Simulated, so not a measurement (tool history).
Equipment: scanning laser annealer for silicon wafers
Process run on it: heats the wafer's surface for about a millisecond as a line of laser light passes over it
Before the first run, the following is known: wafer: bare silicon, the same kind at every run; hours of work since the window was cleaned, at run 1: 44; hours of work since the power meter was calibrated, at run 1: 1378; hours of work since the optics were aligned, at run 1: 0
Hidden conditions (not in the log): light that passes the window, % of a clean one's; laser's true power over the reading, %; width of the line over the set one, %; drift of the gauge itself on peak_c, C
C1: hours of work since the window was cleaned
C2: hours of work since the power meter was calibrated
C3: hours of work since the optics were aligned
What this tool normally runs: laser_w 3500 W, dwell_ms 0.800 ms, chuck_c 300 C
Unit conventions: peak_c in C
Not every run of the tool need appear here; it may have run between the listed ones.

{"run": 1, "hour": 0.0, "laser_w": 3500, "dwell_ms": 0.8, "chuck_c": 300, "C1": 44, "C2": 1378, "C3": 0, "peak_c": 998}
{"run": 2, "hour": 43.5, "laser_w": 3500, "dwell_ms": 0.8, "chuck_c": 300, "C1": 75, "C2": 1409, "C3": 30, "peak_c": 1000}
{"run": 3, "hour": 100.3, "laser_w": 3500, "dwell_ms": 0.8, "chuck_c": 265, "C1": 114, "C2": 1448, "C3": 70, "peak_c": 965}
{"run": 4, "hour": 155.2, "laser_w": 3500, "dwell_ms": 0.8, "chuck_c": 265, "C1": 152, "C2": 1486, "C3": 108, "peak_c": 959}
{"run": 5, "hour": 226.0, "laser_w": 3500, "dwell_ms": 0.8, "chuck_c": 265, "C1": 202, "C2": 1536, "C3": 157, "peak_c": 957}
{"run": 6, "hour": 287.2, "laser_w": 3500, "dwell_ms": 0.8, "chuck_c": 300, "C1": 244, "C2": 1578, "C3": 200, "peak_c": 990}
{"run": 7, "hour": 316.4, "laser_w": 3500, "dwell_ms": 0.919, "chuck_c": 300, "C1": 265, "C2": 1599, "C3": 220, "peak_c": 1049}
{"run": 8, "hour": 369.2, "laser_w": 3500, "dwell_ms": 0.919, "chuck_c": 300, "C1": 301, "C2": 1636, "C3": 257, "peak_c": 1045}
{"run": 9, "hour": 410.4, "laser_w": 3500, "dwell_ms": 0.919, "chuck_c": 300, "C1": 330, "C2": 1664, "C3": 286, "peak_c": 1040}
{"run": 10, "hour": 481.3, "laser_w": 3500, "dwell_ms": 0.919, "chuck_c": 300, "C1": 380, "C2": 1714, "C3": 335, "peak_c": 1043}
{"run": 11, "hour": 534.6, "laser_w": 3025, "dwell_ms": 0.919, "chuck_c": 300, "C1": 417, "C2": 1751, "C3": 372, "peak_c": 912}
{"run": 12, "hour": 601.0, "laser_w": 3025, "dwell_ms": 0.919, "chuck_c": 300, "C1": 463, "C2": 1797, "C3": 419, "peak_c": 910}
{"hour": 611.7, "done": "window over the wafer cleaned"}
{"run": 13, "hour": 667.7, "laser_w": 3500, "dwell_ms": 0.598, "chuck_c": 300, "C1": 39, "C2": 1842, "C3": 464, "peak_c": 889}
{"run": 14, "hour": 709.8, "laser_w": 3500, "dwell_ms": 0.8, "chuck_c": 300, "C1": 68, "C2": 1872, "C3": 493, "peak_c": 998}
{"run": 15, "hour": 763.9, "laser_w": 3500, "dwell_ms": 0.8, "chuck_c": 300, "C1": 106, "C2": 1909, "C3": 531, "peak_c": 991}
{"hour": 772.9, "done": "laser's power meter calibrated"}
{"run": 16, "hour": 828.1, "laser_w": 2975, "dwell_ms": 0.8, "chuck_c": 300, "C1": 149, "C2": 38, "C3": 573, "peak_c": 860}
{"run": 17, "hour": 865.7, "laser_w": 3524, "dwell_ms": 0.8, "chuck_c": 300, "C1": 175, "C2": 65, "C3": 600, "peak_c": 996}
{"run": 18, "hour": 897.0, "laser_w": 3524, "dwell_ms": 0.8, "chuck_c": 300, "C1": 197, "C2": 86, "C3": 621, "peak_c": 991}
{"run": 19, "hour": 942.5, "laser_w": 3524, "dwell_ms": 0.8, "chuck_c": 300, "C1": 228, "C2": 118, "C3": 653, "peak_c": 993}
{"run": 20, "hour": 1002.6, "laser_w": 3524, "dwell_ms": 0.8, "chuck_c": 300, "C1": 270, "C2": 160, "C3": 695, "peak_c": 986}
{"run": 21, "hour": 1054.3, "laser_w": 3524, "dwell_ms": 0.8, "chuck_c": 300, "C1": 306, "C2": 196, "C3": 731, "peak_c": 985}
{"run": 22, "hour": 1109.1, "laser_w": 3743, "dwell_ms": 0.586, "chuck_c": 277, "C1": 344, "C2": 234, "C3": 769, "peak_c": 897}
{"run": 23, "hour": 1143.6, "laser_w": 3500, "dwell_ms": 0.716, "chuck_c": 260, "C1": 368, "C2": 258, "C3": 793, "peak_c": 896}
{"hour": 1156.2, "done": "laser's power meter calibrated, once more"}
{"run": 24, "hour": 1187.2, "laser_w": 3361, "dwell_ms": 0.876, "chuck_c": 326, "C1": 397, "C2": 22, "C3": 821, "peak_c": 1013}
{"run": 25, "hour": 1232.8, "laser_w": 3361, "dwell_ms": 0.876, "chuck_c": 326, "C1": 429, "C2": 53, "C3": 853, "peak_c": 1011}
{"run": 26, "hour": 1275.0, "laser_w": 3214, "dwell_ms": 0.682, "chuck_c": 320, "C1": 458, "C2": 83, "C3": 883, "peak_c": 879}
{"hour": 1294.7, "done": "window over the wafer cleaned"}
{"run": 27, "hour": 1318.5, "laser_w": 3519, "dwell_ms": 0.649, "chuck_c": 326, "C1": 17, "C2": 112, "C3": 912, "peak_c": 947}
{"run": 28, "hour": 1375.3, "laser_w": 3628, "dwell_ms": 0.8, "chuck_c": 300, "C1": 56, "C2": 151, "C3": 951, "peak_c": 1025}
{"run": 29, "hour": 1404.6, "laser_w": 2979, "dwell_ms": 0.625, "chuck_c": 322, "C1": 77, "C2": 172, "C3": 972, "peak_c": 814}
{"run": 30, "hour": 1464.5, "laser_w": 3697, "dwell_ms": 0.814, "chuck_c": 304, "C1": 118, "C2": 213, "C3": 1013, "peak_c": 1054}
{"run": 31, "hour": 1493.4, "laser_w": 3697, "dwell_ms": 0.814, "chuck_c": 304, "C1": 138, "C2": 234, "C3": 1033, "peak_c": 1056}
{"run": 32, "hour": 1534.7, "laser_w": 3267, "dwell_ms": 0.8, "chuck_c": 295, "C1": 167, "C2": 262, "C3": 1062, "peak_c": 923}
{"run": 33, "hour": 1602.7, "laser_w": 3167, "dwell_ms": 0.974, "chuck_c": 300, "C1": 215, "C2": 310, "C3": 1110, "peak_c": 975}
{"run": 34, "hour": 1641.1, "laser_w": 3829, "dwell_ms": 0.974, "chuck_c": 300, "C1": 241, "C2": 336, "C3": 1136, "peak_c": 1160}
{"run": 35, "hour": 1670.7, "laser_w": 3829, "dwell_ms": 0.974, "chuck_c": 300, "C1": 262, "C2": 357, "C3": 1157, "peak_c": 1161}
{"run": 36, "hour": 1718.7, "laser_w": 3461, "dwell_ms": 0.656, "chuck_c": 300, "C1": 295, "C2": 390, "C3": 1190, "peak_c": 900}
{"run": 37, "hour": 1776.6, "laser_w": 3461, "dwell_ms": 0.656, "chuck_c": 300, "C1": 336, "C2": 431, "C3": 1231, "peak_c": 899}
{"run": 38, "hour": 1828.9, "laser_w": 3500, "dwell_ms": 0.906, "chuck_c": 291, "C1": 372, "C2": 467, "C3": 1267, "peak_c": 1017}
{"run": 39, "hour": 1869.8, "laser_w": 3520, "dwell_ms": 0.651, "chuck_c": 335, "C1": 401, "C2": 496, "C3": 1296, "peak_c": 943}
{"run": 40, "hour": 1924.1, "laser_w": 3146, "dwell_ms": 0.595, "chuck_c": 300, "C1": 438, "C2": 534, "C3": 1333, "peak_c": 797}
{"hour": 1969.2, "done": "window over the wafer cleaned"}
{"run": 41, "hour": 1980.0, "laser_w": 3146, "dwell_ms": 0.595, "chuck_c": 300, "C1": 8, "C2": 571, "C3": 1371, "peak_c": 808}

Branching from run 41: 3 alternative next runs. What would each branch give?
{"run": "A", "hour": 2011.7, "laser_w": 3673, "dwell_ms": 0.576, "chuck_c": 326, "C1": 30, "C2": 593, "C3": 1393, "peak_c": "?"}
{"run": "B", "hour": 2011.7, "laser_w": 3146, "dwell_ms": 0.9, "chuck_c": 292, "C1": 30, "C2": 593, "C3": 1393, "peak_c": "?"}
{"run": "C", "hour": 2011.7, "laser_w": 3006, "dwell_ms": 0.785, "chuck_c": 291, "C1": 30, "C2": 593, "C3": 1393, "peak_c": "?"}

run=A peak_c=933
run=B peak_c=934
run=C peak_c=855
Had the tool no hidden state, the same runs would have come out as:
run=A peak_c=951
run=B peak_c=954
run=C peak_c=872

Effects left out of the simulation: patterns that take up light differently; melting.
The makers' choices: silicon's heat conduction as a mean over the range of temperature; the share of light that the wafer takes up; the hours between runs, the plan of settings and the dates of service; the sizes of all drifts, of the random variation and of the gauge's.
